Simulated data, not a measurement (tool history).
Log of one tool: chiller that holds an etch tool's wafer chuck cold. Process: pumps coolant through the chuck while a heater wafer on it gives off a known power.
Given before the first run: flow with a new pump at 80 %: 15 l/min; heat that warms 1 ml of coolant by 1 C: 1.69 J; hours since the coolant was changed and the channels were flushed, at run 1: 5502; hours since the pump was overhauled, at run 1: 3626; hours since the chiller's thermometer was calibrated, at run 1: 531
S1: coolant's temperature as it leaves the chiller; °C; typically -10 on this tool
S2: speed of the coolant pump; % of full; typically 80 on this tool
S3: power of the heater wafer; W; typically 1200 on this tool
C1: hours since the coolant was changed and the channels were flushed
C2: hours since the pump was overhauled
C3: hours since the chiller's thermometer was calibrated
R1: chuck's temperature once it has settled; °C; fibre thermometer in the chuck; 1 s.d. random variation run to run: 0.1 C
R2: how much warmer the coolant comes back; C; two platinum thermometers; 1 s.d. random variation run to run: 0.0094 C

{"run": 1, "hour": 0.0, "S1": -10, "S2": 80, "S3": 1200, "C1": 5502, "C2": 3626, "C3": 531, "R1": 4.4, "R2": 2.957}
{"run": 2, "hour": 93.3, "S1": -10, "S2": 80, "S3": 1200, "C1": 5595, "C2": 3719, "C3": 624, "R1": 4.6, "R2": 2.955}
{"run": 3, "hour": 146.9, "S1": -10, "S2": 80, "S3": 1200, "C1": 5649, "C2": 3773, "C3": 678, "R1": 4.6, "R2": 2.945}
{"hour": 157.5, "done": "coolant changed, channels flushed"}
{"run": 4, "hour": 195.0, "S1": -10, "S2": 80, "S3": 1200, "C1": 38, "C2": 3815, "C3": 720, "R1": 2.3, "R2": 2.953}
{"run": 5, "hour": 246.1, "S1": -10, "S2": 80, "S3": 1200, "C1": 89, "C2": 3866, "C3": 771, "R1": 2.4, "R2": 2.955}
{"run": 6, "hour": 293.9, "S1": -10, "S2": 80, "S3": 1200, "C1": 136, "C2": 3914, "C3": 819, "R1": 2.4, "R2": 2.961}
{"run": 7, "hour": 361.4, "S1": -10, "S2": 80, "S3": 1200, "C1": 204, "C2": 3981, "C3": 886, "R1": 2.5, "R2": 2.959}
{"run": 8, "hour": 447.2, "S1": -10, "S2": 80, "S3": 1200, "C1": 290, "C2": 4067, "C3": 972, "R1": 2.5, "R2": 2.953}
{"run": 9, "hour": 495.0, "S1": -10, "S2": 80, "S3": 1200, "C1": 338, "C2": 4115, "C3": 1020, "R1": 2.4, "R2": 2.958}
{"run": 10, "hour": 556.4, "S1": -10, "S2": 91, "S3": 1200, "C1": 399, "C2": 4177, "C3": 1081, "R1": 1.7, "R2": 2.592}
{"run": 11, "hour": 633.9, "S1": -11, "S2": 80, "S3": 1200, "C1": 476, "C2": 4254, "C3": 1159, "R1": 1.7, "R2": 2.956}
{"run": 12, "hour": 692.8, "S1": -11, "S2": 80, "S3": 1200, "C1": 535, "C2": 4313, "C3": 1218, "R1": 1.6, "R2": 2.956}
{"run": 13, "hour": 751.7, "S1": -11, "S2": 80, "S3": 1200, "C1": 594, "C2": 4372, "C3": 1277, "R1": 1.6, "R2": 2.944}
{"run": 14, "hour": 812.9, "S1": -11, "S2": 93, "S3": 799, "C1": 655, "C2": 4433, "C3": 1338, "R1": -3, "R2": 1.715}
{"hour": 823.7, "done": "coolant pump overhauled"}
{"run": 15, "hour": 913.6, "S1": -16, "S2": 62, "S3": 608, "C1": 751, "C2": 90, "C3": 1434, "R1": -8.5, "R2": 1.933}
{"run": 16, "hour": 992.8, "S1": -16, "S2": 62, "S3": 608, "C1": 830, "C2": 169, "C3": 1513, "R1": -8.4, "R2": 1.948}
{"run": 17, "hour": 1075.5, "S1": -16, "S2": 62, "S3": 608, "C1": 913, "C2": 252, "C3": 1595, "R1": -8.5, "R2": 1.948}
{"hour": 1114.3, "done": "coolant pump overhauled, once more"}
{"run": 18, "hour": 1137.1, "S1": -7, "S2": 73, "S3": 608, "C1": 970, "C2": 23, "C3": 1652, "R1": -0.3, "R2": 1.575}
{"run": 19, "hour": 1194.3, "S1": -4, "S2": 61, "S3": 608, "C1": 1027, "C2": 80, "C3": 1709, "R1": 3.6, "R2": 1.852}
{"run": 20, "hour": 1271.5, "S1": -4, "S2": 61, "S3": 608, "C1": 1104, "C2": 157, "C3": 1786, "R1": 3.5, "R2": 1.852}
{"run": 21, "hour": 1317.7, "S1": -16, "S2": 88, "S3": 896, "C1": 1150, "C2": 203, "C3": 1833, "R1": -7, "R2": 1.901}
{"run": 22, "hour": 1405.2, "S1": -16, "S2": 88, "S3": 896, "C1": 1238, "C2": 291, "C3": 1920, "R1": -7, "R2": 1.921}
{"run": 23, "hour": 1475.9, "S1": -16, "S2": 88, "S3": 896, "C1": 1308, "C2": 362, "C3": 1991, "R1": -7, "R2": 1.9}
{"run": 24, "hour": 1529.9, "S1": -3, "S2": 88, "S3": 1723, "C1": 1362, "C2": 416, "C3": 2045, "R1": 14.2, "R2": 3.678}
{"run": 25, "hour": 1595.7, "S1": -1, "S2": 64, "S3": 1776, "C1": 1428, "C2": 481, "C3": 2111, "R1": 20.3, "R2": 5.197}
{"run": 26, "hour": 1682.9, "S1": -12, "S2": 76, "S3": 857, "C1": 1515, "C2": 569, "C3": 2198, "R1": -2.5, "R2": 2.124}

Each row is a separate what-if for the run after 26, all from the same tool condition, not one after another. Results?
{"run": "A", "hour": 1754.6, "S1": -16, "S2": 61, "S3": 1709, "C1": 1587, "C2": 640, "C3": 2270, "R1": "?", "R2": "?"}
{"run": "B", "hour": 1754.6, "S1": -1, "S2": 80, "S3": 1087, "C1": 1587, "C2": 640, "C3": 2270, "R1": "?", "R2": "?"}
{"run": "C", "hour": 1754.6, "S1": -10, "S2": 90, "S3": 924, "C1": 1587, "C2": 640, "C3": 2270, "R1": "?", "R2": "?"}
{"run": "D", "hour": 1754.6, "S1": -3, "S2": 99, "S3": 1200, "C1": 1587, "C2": 640, "C3": 2270, "R1": "?", "R2": "?"}
{"run": "E", "hour": 1754.6, "S1": -12, "S2": 87, "S3": 1471, "C1": 1587, "C2": 640, "C3": 2270, "R1": "?", "R2": "?"}

run=A R1=4.9 R2=5.244
run=B R1=10.5 R2=2.566
run=C R1=-0.8 R2=1.934
run=D R1=8.4 R2=2.309
run=E R1=2.9 R2=3.184
Without the tool's hidden state the same runs would have given:
run=A R1=3.8 R2=5.267
run=B R1=9.8 R2=2.577
run=C R1=-1.5 R2=1.943
run=D R1=7.6 R2=2.319
run=E R1=2 R2=3.197
